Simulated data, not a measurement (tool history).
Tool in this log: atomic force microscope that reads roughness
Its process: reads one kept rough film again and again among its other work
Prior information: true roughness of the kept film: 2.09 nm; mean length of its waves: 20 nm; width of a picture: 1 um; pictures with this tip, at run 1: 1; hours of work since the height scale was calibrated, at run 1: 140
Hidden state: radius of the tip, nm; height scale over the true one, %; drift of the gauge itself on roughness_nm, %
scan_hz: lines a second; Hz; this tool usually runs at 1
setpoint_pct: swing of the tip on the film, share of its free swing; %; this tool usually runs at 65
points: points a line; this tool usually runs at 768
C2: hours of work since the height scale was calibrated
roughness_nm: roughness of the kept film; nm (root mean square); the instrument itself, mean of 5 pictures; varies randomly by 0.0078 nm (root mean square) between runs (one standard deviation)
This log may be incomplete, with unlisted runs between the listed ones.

{"run": 1, "day": 0.0, "scan_hz": 1, "setpoint_pct": 65, "points": 768, "pictures with this tip": 1, "C2": 140, "roughness_nm": 1.652}
{"run": 2, "day": 0.208, "scan_hz": 1, "setpoint_pct": 65, "points": 768, "pictures with this tip": 6, "C2": 142, "roughness_nm": 1.621}
{"run": 3, "day": 0.65, "scan_hz": 1, "setpoint_pct": 77, "points": 768, "pictures with this tip": 18, "C2": 147, "roughness_nm": 1.513}
{"run": 4, "day": 0.996, "scan_hz": 1, "setpoint_pct": 66, "points": 768, "pictures with this tip": 27, "C2": 151, "roughness_nm": 1.508}
{"run": 5, "day": 1.233, "scan_hz": 1, "setpoint_pct": 66, "points": 768, "pictures with this tip": 34, "C2": 154, "roughness_nm": 1.482}
{"run": 6, "day": 1.596, "scan_hz": 1, "setpoint_pct": 66, "points": 768, "pictures with this tip": 43, "C2": 158, "roughness_nm": 1.448}
{"run": 7, "day": 1.988, "scan_hz": 1, "setpoint_pct": 66, "points": 768, "pictures with this tip": 54, "C2": 163, "roughness_nm": 1.408}
{"run": 8, "day": 2.333, "scan_hz": 1, "setpoint_pct": 70, "points": 768, "pictures with this tip": 63, "C2": 167, "roughness_nm": 1.368}
{"run": 9, "day": 2.533, "scan_hz": 1, "setpoint_pct": 65, "points": 768, "pictures with this tip": 68, "C2": 169, "roughness_nm": 1.357}
{"run": 10, "day": 2.896, "scan_hz": 1, "setpoint_pct": 65, "points": 768, "pictures with this tip": 78, "C2": 173, "roughness_nm": 1.315}
{"run": 11, "day": 3.254, "scan_hz": 1, "setpoint_pct": 65, "points": 768, "pictures with this tip": 87, "C2": 177, "roughness_nm": 1.289}
{"run": 12, "day": 3.612, "scan_hz": 1, "setpoint_pct": 65, "points": 768, "pictures with this tip": 97, "C2": 181, "roughness_nm": 1.264}
{"run": 13, "day": 3.804, "scan_hz": 1, "setpoint_pct": 65, "points": 768, "pictures with this tip": 102, "C2": 183, "roughness_nm": 1.241}
{"run": 14, "day": 4.083, "scan_hz": 3.74, "setpoint_pct": 65, "points": 768, "pictures with this tip": 109, "C2": 187, "roughness_nm": 1.104}
{"run": 15, "day": 4.538, "scan_hz": 3.74, "setpoint_pct": 87, "points": 768, "pictures with this tip": 122, "C2": 192, "roughness_nm": 0.836}
{"run": 16, "day": 4.838, "scan_hz": 1, "setpoint_pct": 65, "points": 768, "pictures with this tip": 129, "C2": 195, "roughness_nm": 1.163}
{"run": 17, "day": 5.196, "scan_hz": 2.23, "setpoint_pct": 65, "points": 768, "pictures with this tip": 139, "C2": 199, "roughness_nm": 1.084}
{"run": 18, "day": 5.412, "scan_hz": 2.23, "setpoint_pct": 65, "points": 768, "pictures with this tip": 145, "C2": 202, "roughness_nm": 1.075}
{"run": 19, "day": 5.604, "scan_hz": 2.23, "setpoint_pct": 65, "points": 768, "pictures with this tip": 150, "C2": 204, "roughness_nm": 1.062}
{"run": 20, "day": 5.858, "scan_hz": 0.77, "setpoint_pct": 65, "points": 624, "pictures with this tip": 157, "C2": 207, "roughness_nm": 1.1}
{"run": 21, "day": 6.067, "scan_hz": 2.98, "setpoint_pct": 68, "points": 624, "pictures with this tip": 162, "C2": 209, "roughness_nm": 0.991}
{"run": 22, "day": 6.512, "scan_hz": 0.59, "setpoint_pct": 61, "points": 629, "pictures with this tip": 174, "C2": 214, "roughness_nm": 1.07}
{"run": 23, "day": 6.879, "scan_hz": 1.85, "setpoint_pct": 64, "points": 359, "pictures with this tip": 184, "C2": 219, "roughness_nm": 0.987}
{"run": 24, "day": 7.179, "scan_hz": 1, "setpoint_pct": 75, "points": 395, "pictures with this tip": 192, "C2": 222, "roughness_nm": 0.979}
{"day": 7.529, "done": "new tip fitted"}
{"run": 25, "day": 7.662, "scan_hz": 1, "setpoint_pct": 73, "points": 395, "pictures with this tip": 3, "C2": 227, "roughness_nm": 1.576}
{"run": 26, "day": 7.871, "scan_hz": 1.64, "setpoint_pct": 83, "points": 844, "pictures with this tip": 9, "C2": 230, "roughness_nm": 1.432}
{"run": 27, "day": 8.242, "scan_hz": 2.09, "setpoint_pct": 57, "points": 519, "pictures with this tip": 19, "C2": 234, "roughness_nm": 1.53}
{"run": 28, "day": 8.55, "scan_hz": 2.09, "setpoint_pct": 57, "points": 519, "pictures with this tip": 27, "C2": 237, "roughness_nm": 1.504}
{"run": 29, "day": 8.783, "scan_hz": 3.92, "setpoint_pct": 80, "points": 768, "pictures with this tip": 33, "C2": 240, "roughness_nm": 1.166}
{"run": 30, "day": 9.038, "scan_hz": 3.92, "setpoint_pct": 80, "points": 768, "pictures with this tip": 40, "C2": 243, "roughness_nm": 1.136}
{"run": 31, "day": 9.317, "scan_hz": 3.92, "setpoint_pct": 57, "points": 768, "pictures with this tip": 47, "C2": 246, "roughness_nm": 1.381}
{"run": 32, "day": 9.546, "scan_hz": 1.52, "setpoint_pct": 65, "points": 1013, "pictures with this tip": 53, "C2": 249, "roughness_nm": 1.381}
{"run": 33, "day": 9.917, "scan_hz": 0.97, "setpoint_pct": 65, "points": 908, "pictures with this tip": 63, "C2": 253, "roughness_nm": 1.372}
{"run": 34, "day": 10.35, "scan_hz": 0.97, "setpoint_pct": 65, "points": 908, "pictures with this tip": 75, "C2": 258, "roughness_nm": 1.344}
{"run": 35, "day": 10.792, "scan_hz": 0.97, "setpoint_pct": 73, "points": 984, "pictures with this tip": 86, "C2": 263, "roughness_nm": 1.278}
{"run": 36, "day": 10.983, "scan_hz": 0.65, "setpoint_pct": 65, "points": 437, "pictures with this tip": 92, "C2": 265, "roughness_nm": 1.282}

Below, some changes in roughness_nm between adjacent runs. For each, the amount present without the hidden state too (settings, incoming material, random variation) and the amount remaining for the hidden state with gauge scatter not shared by both compared results:
Run 15 -> 16: scan_hz 3.74 -> 1, setpoint_pct 87 -> 65. roughness_nm +0.327 nm (root mean square): hidden state -0.156, all else +0.483.
Run 21 -> 22: scan_hz 2.98 -> 0.59, setpoint_pct 68 -> 61, points 624 -> 629. roughness_nm +0.079 nm (root mean square): hidden state -0.086, all else +0.165.
Run 24 -> 25: setpoint_pct 75 -> 73, new tip fitted. roughness_nm +0.597 nm (root mean square): hidden state +0.609, all else -0.012.
Run 28 -> 29: scan_hz 2.09 -> 3.92, setpoint_pct 57 -> 80, points 519 -> 768. roughness_nm -0.338 nm (root mean square): hidden state +0.006, all else -0.344.
